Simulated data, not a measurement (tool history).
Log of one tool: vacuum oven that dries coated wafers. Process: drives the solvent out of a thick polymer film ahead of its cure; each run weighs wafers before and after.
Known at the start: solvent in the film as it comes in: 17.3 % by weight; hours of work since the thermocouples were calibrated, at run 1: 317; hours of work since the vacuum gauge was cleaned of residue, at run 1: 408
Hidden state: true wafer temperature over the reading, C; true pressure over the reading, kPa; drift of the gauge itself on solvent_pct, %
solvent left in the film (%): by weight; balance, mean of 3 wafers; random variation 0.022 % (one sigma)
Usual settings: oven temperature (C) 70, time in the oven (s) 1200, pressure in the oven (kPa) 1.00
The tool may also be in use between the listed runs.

run    hour  oven temperature (C)  time in the oven (s)  pressure in the oven (kPa)  hours of work since the thermocouples were calibrated  hours of work since the vacuum gauge was cleaned of residue  solvent left in the film (%)
  1     0.0                    70                  1200                        1.00                                                    317                                                          408                          0.81
  2    65.4                    70                  1200                        1.00                                                    350                                                          441                          0.76
  3   169.5                    57                  1200                        1.00                                                    402                                                          493                          5.23
  4   233.6                    57                  1200                        1.00                                                    433                                                          524                          5.19
  5   294.2                    57                  1200                        1.00                                                    464                                                          554                          5.18
  6   359.7                    57                  1200                        1.00                                                    496                                                          587                          5.20
  7   474.9                    57                  1200                        1.00                                                    553                                                          644                          5.18
  8   537.4                    70                  1200                        1.00                                                    584                                                          675                          0.78
  9   606.6                    70                  1200                        1.00                                                    619                                                          710                          0.78
 10   706.5                    70                  1200                        1.00                                                    668                                                          759                          0.80
 11   784.8                    70                  1200                        1.00                                                    707                                                          798                          0.77
 12   840.4                    70                  1200                        3.51                                                    735                                                          826                          1.47
 13   915.7                    70                  1200                        3.51                                                    772                                                          863                          1.46
 14  1018.4                    70                  1200                        3.51                                                    823                                                          914                          1.47
 15  1100.5                    70                  1200                        3.51                                                    864                                                          955                          1.46
 16  1188.5                    70                  1200                        3.51                                                    908                                                          999                          1.45
 17  1261.0                    70                  1320                        1.00                                                    944                                                         1035                          0.63
     1306.0  -- oven's thermocouples calibrated
 18  1360.1                    70                  1320                        1.00                                                     27                                                         1083                          0.70
 19  1462.5                    70                  1320                        1.00                                                     78                                                         1134                          0.64
 20  1523.4                    70                  1320                        1.00                                                    108                                                         1164                          0.65
 21  1591.5                    70                  1320                        1.00                                                    142                                                         1198                          0.61
 22  1699.9                    70                  1320                        1.00                                                    196                                                         1252                          0.64
 23  1777.1                    70                   600                        1.00                                                    234                                                         1290                          2.98
 24  1889.8                    70                   780                        0.86                                                    290                                                         1346                          1.88
 25  1957.8                    81                   840                        0.55                                                    324                                                         1380                          0.15
 26  2012.8                    82                  1320                        0.55                                                    351                                                         1407                          0.08
 27  2111.8                    65                  1620                        0.71                                                    400                                                         1457                          1.02
 28  2206.5                    65                   660                        1.72                                                    447                                                         1504                          4.74
 29  2286.3                    65                   660                        1.72                                                    487                                                         1543                          4.79
 30  2394.9                    65                   660                        1.72                                                    541                                                         1597                          4.76
 31  2483.4                    65                   660                        1.72                                                    585                                                         1641                          4.71
 32  2580.4                    63                   780                        1.76                                                    633                                                         1689                          4.83
 33  2694.4                    68                   960                        1.00                                                    690                                                         1746                          1.82
 34  2783.6                    70                   660                        1.00                                                    734                                                         1790                          2.52
     2882.1  -- vacuum gauge cleaned of residue and calibrated
 35  2894.2                    70                  1800                        2.39                                                    788                                                            6                          0.73
 36  2961.6                    60                   720                        1.27                                                    822                                                           40                          6.42
 37  3030.3                    60                   720                        1.27                                                    856                                                           74                          6.40
 38  3112.7                    70                   660                        2.31                                                    897                                                          115                          2.86
 39  3193.2                    59                   960                        1.61                                                    937                                                          155                          5.63
     3254.7  -- oven's thermocouples calibrated
 40  3278.8                    72                   960                        1.44                                                     12                                                          196                          0.97
 41  3389.8                    72                   960                        1.44                                                     67                                                          251                          0.98
 42  3466.7                    72                  1860                        2.31                                                    105                                                          290                          0.60
 43  3518.4                    72                  1200                        3.74                                                    131                                                          315                          1.20
 44  3575.7                    68                   720                        1.24                                                    159                                                          344                          2.89
 45  3663.5                    70                   780                        2.84                                                    203                                                          387                          2.38
 46  3747.4                    70                   780                        2.84                                                    245                                                          429                          2.39

How the hidden state differs across the entries between the runs, from the last listed run before each to the first after it:
Between runs 17 and 18: oven's thermocouples calibrated (hour 1306.0)
  true wafer temperature over the reading, C: -0.02 -> -0.01
Between runs 34 and 35: vacuum gauge cleaned of residue and calibrated (hour 2882.1)
  true pressure over the reading, kPa: 0.012 -> 0
Between runs 39 and 40: oven's thermocouples calibrated (hour 3254.7)
  true wafer temperature over the reading, C: -0.04 -> -0.01
